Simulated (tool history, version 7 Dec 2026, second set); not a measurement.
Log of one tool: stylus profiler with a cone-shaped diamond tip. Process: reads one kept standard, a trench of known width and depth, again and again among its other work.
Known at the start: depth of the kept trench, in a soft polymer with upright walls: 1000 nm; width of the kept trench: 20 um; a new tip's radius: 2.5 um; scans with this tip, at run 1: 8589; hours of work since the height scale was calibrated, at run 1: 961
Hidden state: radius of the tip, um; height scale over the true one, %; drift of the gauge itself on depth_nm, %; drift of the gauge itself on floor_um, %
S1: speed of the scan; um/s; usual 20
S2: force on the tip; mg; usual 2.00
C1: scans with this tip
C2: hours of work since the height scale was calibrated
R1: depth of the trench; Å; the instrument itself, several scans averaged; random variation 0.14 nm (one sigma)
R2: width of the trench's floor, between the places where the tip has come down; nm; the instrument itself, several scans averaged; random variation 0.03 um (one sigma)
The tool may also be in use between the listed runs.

| run | hour | S1 | S2 | C1 | C2 | R1 | R2 |
|---|---|---|---|---|---|---|---|
| 1 | 0.0 | 20 | 2.00 | 8589 | 961 | 10082.2 | 15950 |
| 2 | 26.9 | 20 | 2.00 | 8764 | 981 | 10084.4 | 15970 |
| 3 | 58.6 | 20 | 1.80 | 8970 | 1004 | 10076.8 | 15940 |
| 4 | 73.8 | 20 | 2.00 | 9069 | 1015 | 10082.9 | 15950 |
| 5 | 103.6 | 20 | 0.67 | 9262 | 1037 | 10040.2 | 15910 |
| 6 | 124.4 | 9 | 2.00 | 9398 | 1052 | 10083.4 | 15980 |
|  | 140.0 | height scale calibrated on a step standard |
| 7 | 156.8 | 9 | 2.00 | 9605 | 12 | 10082.2 | 15950 |
| 8 | 171.3 | 21 | 2.00 | 9699 | 23 | 10082.1 | 15910 |
| 9 | 202.1 | 21 | 2.00 | 9900 | 45 | 10081.7 | 15970 |
| 10 | 224.0 | 20 | 4.61 | 10043 | 61 | 10145.7 | 15950 |
| 11 | 249.8 | 20 | 4.61 | 10210 | 80 | 10147.7 | 16010 |
| 12 | 277.7 | 20 | 2.00 | 10392 | 100 | 10085.0 | 15900 |
| 13 | 302.4 | 20 | 2.00 | 10552 | 118 | 10081.6 | 15940 |
| 14 | 334.0 | 20 | 2.00 | 10758 | 141 | 10081.9 | 15960 |
| 15 | 366.6 | 20 | 2.00 | 10970 | 165 | 10083.2 | 15940 |
| 16 | 382.8 | 20 | 2.00 | 11075 | 177 | 10081.3 | 15990 |
| 17 | 410.2 | 38 | 4.15 | 11253 | 197 | 10136.2 | 15930 |
| 18 | 434.6 | 38 | 4.15 | 11412 | 214 | 10137.0 | 15920 |
| 19 | 466.6 | 5 | 1.05 | 11620 | 238 | 10052.4 | 15930 |
| 20 | 491.3 | 42 | 5.08 | 11781 | 256 | 10155.1 | 15880 |

The next listed run, before its measurement:
| 21 | 514.2 | 14 | 1.83 | 11930 | 272 | ? | ? |

R1: 10078.0 Å
R2: 15950 nm
Without the tool's hidden state the same run would have given R1 10078.0 Å, R2 15950 nm.

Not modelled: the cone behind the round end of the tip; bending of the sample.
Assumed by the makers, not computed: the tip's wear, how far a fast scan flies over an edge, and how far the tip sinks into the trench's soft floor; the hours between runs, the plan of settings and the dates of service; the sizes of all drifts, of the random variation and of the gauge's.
